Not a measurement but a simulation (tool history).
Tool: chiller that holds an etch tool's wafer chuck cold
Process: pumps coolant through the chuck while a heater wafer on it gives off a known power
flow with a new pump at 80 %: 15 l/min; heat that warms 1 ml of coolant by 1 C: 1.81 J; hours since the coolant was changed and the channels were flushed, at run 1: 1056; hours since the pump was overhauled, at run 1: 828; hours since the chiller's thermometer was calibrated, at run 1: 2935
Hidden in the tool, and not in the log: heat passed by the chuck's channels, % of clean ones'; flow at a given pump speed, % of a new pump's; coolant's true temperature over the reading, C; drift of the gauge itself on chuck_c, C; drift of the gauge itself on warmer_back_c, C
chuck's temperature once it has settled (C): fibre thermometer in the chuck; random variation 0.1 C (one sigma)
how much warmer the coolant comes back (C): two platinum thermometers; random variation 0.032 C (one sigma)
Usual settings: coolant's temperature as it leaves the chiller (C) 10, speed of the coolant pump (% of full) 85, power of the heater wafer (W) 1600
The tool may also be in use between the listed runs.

| run | day | coolant's temperature as it leaves the chiller (C) | speed of the coolant pump (% of full) | power of the heater wafer (W) | hours since the coolant was changed and the channels were flushed | hours since the pump was overhauled | hours since the chiller's thermometer was calibrated | chuck's temperature once it has settled (C) | how much warmer the coolant comes back (C) |
|---|---|---|---|---|---|---|---|---|---|
| 1 | 0 | 10 | 85 | 1600 | 1056 | 828 | 2935 | 21 | 3.26 |
| 2 | 0.8 | 10 | 85 | 1600 | 1075 | 847 | 2954 | 20.7 | 3.31 |
| 3 | 2.1 | 10 | 85 | 1600 | 1106 | 878 | 2985 | 20.7 | 3.33 |
| 4 | 3.088 | 10 | 85 | 1600 | 1130 | 902 | 3009 | 20.8 | 3.32 |
| 5 | 4.592 | 10 | 85 | 1600 | 1166 | 938 | 3045 | 20.8 | 3.37 |
| 6 | 5.438 | 10 | 85 | 1600 | 1187 | 959 | 3066 | 20.9 | 3.41 |
| 7 | 6.133 | 10 | 85 | 1600 | 1203 | 975 | 3082 | 20.8 | 3.48 |
| 8 | 7.438 | 10 | 85 | 1600 | 1235 | 1007 | 3113 | 20.8 | 3.44 |
| 9 | 9.15 | 10 | 85 | 1600 | 1276 | 1048 | 3155 | 21.1 | 3.46 |
| 10 | 10.592 | 10 | 85 | 1600 | 1310 | 1082 | 3189 | 21 | 3.4 |
| 11 | 11.6 | 7 | 85 | 1600 | 1334 | 1106 | 3213 | 18 | 3.54 |
| 12 | 12.725 | 10 | 85 | 1600 | 1361 | 1133 | 3240 | 20.8 | 3.49 |
| 13 | 13.608 | 19 | 85 | 1600 | 1383 | 1155 | 3262 | 29.9 | 3.52 |
| 14 | 14.746 | 19 | 77 | 1600 | 1410 | 1182 | 3289 | 30.9 | 3.92 |
|  | 15.017 | chiller's thermometer calibrated |
| 15 | 16.15 | 10 | 85 | 1959 | 1443 | 1215 | 27 | 23.3 | 4.29 |
| 16 | 16.971 | 10 | 85 | 841 | 1462 | 1234 | 47 | 15.8 | 2.01 |
| 17 | 18.592 | 10 | 85 | 841 | 1501 | 1273 | 86 | 15.8 | 2.01 |

The next listed run, before its measurement:
| 18 | 19.412 | 11 | 85 | 841 | 1521 | 1293 | 106 | ? | ? |

{"run 18": {"chuck's temperature once it has settled (C)": 16.8, "how much warmer the coolant comes back (C)": 2.05}}
Without the tool's hidden state the same run would have given chuck's temperature once it has settled (C) 16.8, how much warmer the coolant comes back (C) 1.75.
